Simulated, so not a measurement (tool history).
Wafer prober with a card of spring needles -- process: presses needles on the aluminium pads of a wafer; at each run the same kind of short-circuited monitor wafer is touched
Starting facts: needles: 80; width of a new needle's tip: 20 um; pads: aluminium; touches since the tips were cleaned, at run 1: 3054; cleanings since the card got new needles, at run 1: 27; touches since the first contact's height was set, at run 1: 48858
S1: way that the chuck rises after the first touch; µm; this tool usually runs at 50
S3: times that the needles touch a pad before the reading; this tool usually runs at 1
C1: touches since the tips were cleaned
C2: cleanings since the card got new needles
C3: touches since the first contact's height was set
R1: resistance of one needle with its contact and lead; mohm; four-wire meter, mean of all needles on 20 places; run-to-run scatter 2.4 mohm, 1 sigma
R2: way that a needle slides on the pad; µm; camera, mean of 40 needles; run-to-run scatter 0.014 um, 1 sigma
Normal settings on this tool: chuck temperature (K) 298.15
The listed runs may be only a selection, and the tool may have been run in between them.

Run 1, hour 0: usual settings; C1 3054; C2 27; C3 48858. Result: R1 276 mohm, R2 11.5 µm.
At hour 3.4: tips cleaned on abrasive film.
Run 2, hour 11.2: usual settings; C1 2625; C2 28; C3 52616. Result: R1 274 mohm, R2 11.51 µm.
At hour 15.1: tips cleaned on abrasive film.
Run 3, hour 24.1: usual settings; C1 3036; C2 29; C3 56952. Result: R1 272 mohm, R2 11.54 µm.
At hour 27.6: tips cleaned on abrasive film.
At hour 38.7: tips cleaned on abrasive film.
Run 4, hour 40.2: usual settings but S3 2; C1 495; C2 31; C3 62347. Result: R1 275 mohm, R2 11.54 µm.
At hour 50.5: tips cleaned on abrasive film.
At hour 56.4: height of the first contact set anew.
Run 5, hour 58.1: usual settings but S3 2; C1 2462; C2 32; C3 562. Result: R1 274 mohm, R2 11.55 µm.
At hour 62.6: tips cleaned on abrasive film.
Run 6, hour 66.5: usual settings; C1 1329; C2 33; C3 3378. Result: R1 274 mohm, R2 11.5 µm.
At hour 74: tips cleaned on abrasive film.
Run 7, hour 84.5: usual settings but S3 2; C1 3560; C2 34; C3 9457. Result: R1 268 mohm, R2 11.5 µm.
At hour 86: tips cleaned on abrasive film.
At hour 97: tips cleaned on abrasive film.
Run 8, hour 99: usual settings but S1 60 µm, S3 2; C1 677; C2 36; C3 14284. Result: R1 269 mohm, R2 13.83 µm.
At hour 108.1: tips cleaned on abrasive film.
Run 9, hour 110: usual settings but S1 60 µm, S3 2; C1 658; C2 37; C3 17985. Result: R1 268 mohm, R2 13.82 µm.
At hour 119: tips cleaned on abrasive film.
Run 10, hour 119.1: usual settings but chuck temperature (K) 307.15; C1 20; C2 38; C3 21029. Result: R1 272 mohm, R2 11.51 µm.
At hour 131.1: tips cleaned on abrasive film.
Run 11, hour 137.3: usual settings but chuck temperature (K) 307.15; C1 2081; C2 39; C3 27158. Result: R1 273 mohm, R2 11.53 µm.
At hour 142: tips cleaned on abrasive film.
At hour 153.1: tips cleaned on abrasive film.
Run 12, hour 157.9: usual settings but chuck temperature (K) 307.15; C1 1638; C2 41; C3 34076. Result: R1 274 mohm, R2 11.53 µm.
At hour 164.1: tips cleaned on abrasive film.
Run 13, hour 170.6: usual settings but chuck temperature (K) 307.15; C1 2179; C2 42; C3 38336. Result: R1 276 mohm, R2 11.54 µm.
At hour 176.5: tips cleaned on abrasive film.
At hour 188.4: tips cleaned on abrasive film.
Run 14, hour 189.4: usual settings but chuck temperature (K) 307.15; C1 346; C2 44; C3 44661. Result: R1 276 mohm, R2 11.52 µm.
At hour 199.2: tips cleaned on abrasive film.
Run 15, hour 203.4: usual settings but chuck temperature (K) 307.15; C1 1422; C2 45; C3 49353. Result: R1 270 mohm, R2 11.52 µm.
At hour 210.2: tips cleaned on abrasive film.
Run 16, hour 219.5: usual settings but chuck temperature (K) 307.15; C1 3141; C2 46; C3 54785. Result: R1 275 mohm, R2 11.53 µm.
At hour 222.6: tips cleaned on abrasive film.
Run 17, hour 231.5: usual settings but S1 56 µm, chuck temperature (K) 307.15, S3 2; C1 3028; C2 47; C3 58818. Result: R1 269 mohm, R2 12.91 µm.
At hour 233.3: tips cleaned on abrasive film.
At hour 244.6: tips cleaned on abrasive film.
Run 18, hour 250.9: usual settings but S1 56 µm, chuck temperature (K) 307.15, S3 2; C1 2147; C2 49; C3 65336. Result: R1 273 mohm, R2 12.89 µm.
At hour 256.9: tips cleaned on abrasive film.
At hour 258.7: height of the first contact set anew.
Run 19, hour 267.5: usual settings but S1 39 µm, chuck temperature (K) 349.15; C1 3474; C2 50; C3 2965. Result: R1 290 mohm, R2 8.98 µm.
At hour 268.5: tips cleaned on abrasive film.
At hour 279.7: tips cleaned on abrasive film.
Run 20, hour 283.3: usual settings but S3 2; C1 1240; C2 52; C3 8275. Result: R1 273 mohm, R2 11.53 µm.
At hour 291.6: tips cleaned on abrasive film.
Run 21, hour 292.1: usual settings but S1 65 µm, chuck temperature (K) 365.15, S3 2; C1 181; C2 53; C3 11216. Result: R1 285 mohm, R2 14.98 µm.
Run 22, hour 301.5: usual settings but S1 69 µm, chuck temperature (K) 367.15; C1 3347; C2 53; C3 14382. Result: R1 289 mohm, R2 15.89 µm.
At hour 302.8: tips cleaned on abrasive film.
Run 23, hour 310.8: usual settings but S1 49 µm, chuck temperature (K) 308.15, S3 2; C1 2687; C2 54; C3 17498. Result: R1 278 mohm, R2 11.29 µm.
At hour 314.2: tips cleaned on abrasive film.
At hour 325.1: tips cleaned on abrasive film.
Run 24, hour 325.1: usual settings but S1 49 µm, chuck temperature (K) 365.15, S3 3; C1 0; C2 56; C3 22296. Result: R1 291 mohm, R2 11.3 µm.
At hour 336.8: tips cleaned on abrasive film.
Run 25, hour 344.8: usual settings but S1 63 µm, chuck temperature (K) 351.15; C1 2697; C2 57; C3 28935. Result: R1 279 mohm, R2 14.53 µm.
At hour 348.7: tips cleaned on abrasive film.
Run 26, hour 353.6: usual settings but S1 58 µm, chuck temperature (K) 300.15; C1 1658; C2 58; C3 31881. Result: R1 269 mohm, R2 13.38 µm.
At hour 360.8: tips cleaned on abrasive film.
Run 27, hour 362: usual settings but S1 45 µm, chuck temperature (K) 346.15; C1 393; C2 59; C3 34680. Result: R1 290 mohm, R2 10.38 µm.
At hour 371.6: tips cleaned on abrasive film.
Run 28, hour 373.1: usual settings but S1 45 µm, chuck temperature (K) 346.15; C1 497; C2 60; C3 38407. Result: R1 291 mohm, R2 10.36 µm.
At hour 382.6: tips cleaned on abrasive film.
Run 29, hour 392.4: usual settings but S1 64 µm; C1 3293; C2 61; C3 44914. Result: R1 269 mohm, R2 14.75 µm.
At hour 394.2: tips cleaned on abrasive film.
At hour 406: tips cleaned on abrasive film.
Run 30, hour 409.3: usual settings but S1 60 µm, S3 2; C1 1125; C2 63; C3 50589. Result: R1 269 mohm, R2 13.84 µm.
At hour 418.4: tips cleaned on abrasive film.
Run 31, hour 428.4: usual settings but S1 60 µm, S3 2; C1 3410; C2 64; C3 57042. Result: R1 269 mohm, R2 13.81 µm.
At hour 429.8: tips cleaned on abrasive film.
At hour 441.7: tips cleaned on abrasive film.
Run 32, hour 447: usual settings but S1 60 µm, S3 2; C1 1778; C2 66; C3 63250. Result: R1 270 mohm, R2 13.81 µm.

Forecast each of these 3 alternatives for the next run:
At hour 453.9: tips cleaned on abrasive film.
At hour 460.7: height of the first contact set anew.
Run A, hour 464.2: usual settings but S1 60 µm, S3 2; C1 3413; C2 67; C3 1209. Result: R1 ?, R2 ?.
At hour 453.9: tips cleaned on abrasive film.
At hour 460.7: height of the first contact set anew.
Run B, hour 464.2: usual settings; C1 3413; C2 67; C3 1209. Result: R1 ?, R2 ?.
At hour 453.9: tips cleaned on abrasive film.
At hour 460.7: height of the first contact set anew.
Run C, hour 464.2: usual settings; C1 3413; C2 67; C3 1209. Result: R1 ?, R2 ?.

run   R1     R2
  A  272  13.87
  B  271  11.54
  C  273  11.54
Without the tool's unlogged condition, the same runs would have read:
run   R1     R2
  A  271  13.87
  B  270  11.54
  C  272  11.54
